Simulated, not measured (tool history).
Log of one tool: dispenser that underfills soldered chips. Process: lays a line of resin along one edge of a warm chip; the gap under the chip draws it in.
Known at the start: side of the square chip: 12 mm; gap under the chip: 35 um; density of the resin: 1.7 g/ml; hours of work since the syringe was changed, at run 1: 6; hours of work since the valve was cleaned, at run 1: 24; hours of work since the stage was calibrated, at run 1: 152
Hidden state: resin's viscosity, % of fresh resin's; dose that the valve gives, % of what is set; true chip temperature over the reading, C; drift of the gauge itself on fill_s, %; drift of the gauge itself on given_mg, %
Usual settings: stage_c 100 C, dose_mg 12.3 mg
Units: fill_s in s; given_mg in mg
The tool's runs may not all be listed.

run    day  stage_c  dose_mg  hours of work since the syringe was changed  hours of work since the valve was cleaned  hours of work since the stage was calibrated  fill_s  given_mg
  1  0.000      100     12.3                                            6                                         24                                           152   121.1     12.05
  2  0.183      100     12.3                                           10                                         28                                           155   141.5     12.09
  3  0.308      100     12.3                                           12                                         30                                           157   160.8     12.04
     0.329  -- new syringe of resin
  4  0.454      100     12.3                                            2                                         32                                           160    95.4     11.97
  5  0.562      100     12.3                                            4                                         34                                           162   105.5     12.01
  6  0.767       99     12.3                                            8                                         38                                           165   136.1     11.97
  7  0.908      100     14.4                                           10                                         40                                           168   147.2     13.97
     1.025  -- new syringe of resin
  8  1.117      100     14.4                                            2                                         44                                           171    87.7     13.94
  9  1.317      100     14.4                                            5                                         47                                           175   109.8     13.92
 10  1.496      100     14.4                                            8                                         50                                           178   125.7     13.89
 11  1.688      105     12.3                                           12                                         54                                           181   133.3     11.82
     1.712  -- new syringe of resin
 12  1.829      105     11.8                                            2                                         56                                           184    76.5     11.32
     1.892  -- dispensing valve cleaned and set on the balance
 13  2.046      100     12.3                                            5                                          3                                           187   108.0     12.25
 14  2.217       86     12.3                                            8                                          6                                           190   226.2     12.21
 15  2.396      102     12.3                                           11                                          9                                           193   145.3     12.21
     2.450  -- new syringe of resin
 16  2.596      100     12.3                                            3                                         12                                           196    92.7     12.18
 17  2.779      100     12.3                                            6                                         16                                           200   110.3     12.15
 18  2.921      114     12.3                                            8                                         18                                           202    77.1     12.15
 19  3.092      114     12.3                                           11                                         21                                           205    92.7     12.09
     3.138  -- new syringe of resin
 20  3.229       96     10.6                                            2                                         23                                           207   109.1     10.36
 21  3.425       97     12.5                                            5                                         27                                           211   123.8     12.28
 22  3.579       95     15.5                                            8                                         30                                           214   150.7     15.15
 23  3.767       98     11.9                                           11                                         33                                           217   167.4     11.58
     3.825  -- new syringe of resin
 24  3.933       99     15.9                                            2                                         36                                           220    91.1     15.50
 25  4.033      104     12.7                                            4                                         37                                           222    85.4     12.39
 26  4.167      104     12.7                                            6                                         40                                           224    97.1     12.31
 27  4.329       96     11.0                                            9                                         43                                           227   159.3     10.66
 28  4.479      105     10.7                                           12                                         45                                           229   133.6     10.37
     4.517  -- new syringe of resin
 29  4.683      105     10.7                                            3                                         49                                           233    82.1     10.34
 30  4.821      112     10.7                                            5                                         51                                           235    72.0     10.33
 31  4.917      113     13.2                                            7                                         53                                           237    71.7     12.73
 32  5.071      113     13.2                                           10                                         56                                           240    86.0     12.71
     5.167  -- dispensing valve cleaned and set on the balance
     5.254  -- new syringe of resin
 33  5.275      113     13.2                                            0                                          2                                           242    50.5     13.22
 34  5.488      113     13.2                                            4                                          5                                           246    62.3     13.15
 35  5.612      113     13.2                                            6                                          8                                           248    70.8     13.15

4 ways to go on from here, each from the tool as it stands after run 35. What would each give?
  A  5.796      100     14.0                                           10                                         11                                           252       ?         ?
  B  5.796      100     15.7                                           10                                         11                                           252       ?         ?
  C  5.796       91     15.5                                           10                                         11                                           252       ?         ?
  D  5.796       85     12.8                                           10                                         11                                           252       ?         ?

run  fill_s  given_mg
  A   138.1     13.93
  B   137.2     15.63
  C   190.9     15.45
  D   253.9     12.68
Without the tool's hidden state the same runs would have given:
run  fill_s  given_mg
  A    85.1     14.01
  B    84.6     15.72
  C   118.0     15.54
  D   157.6     12.76
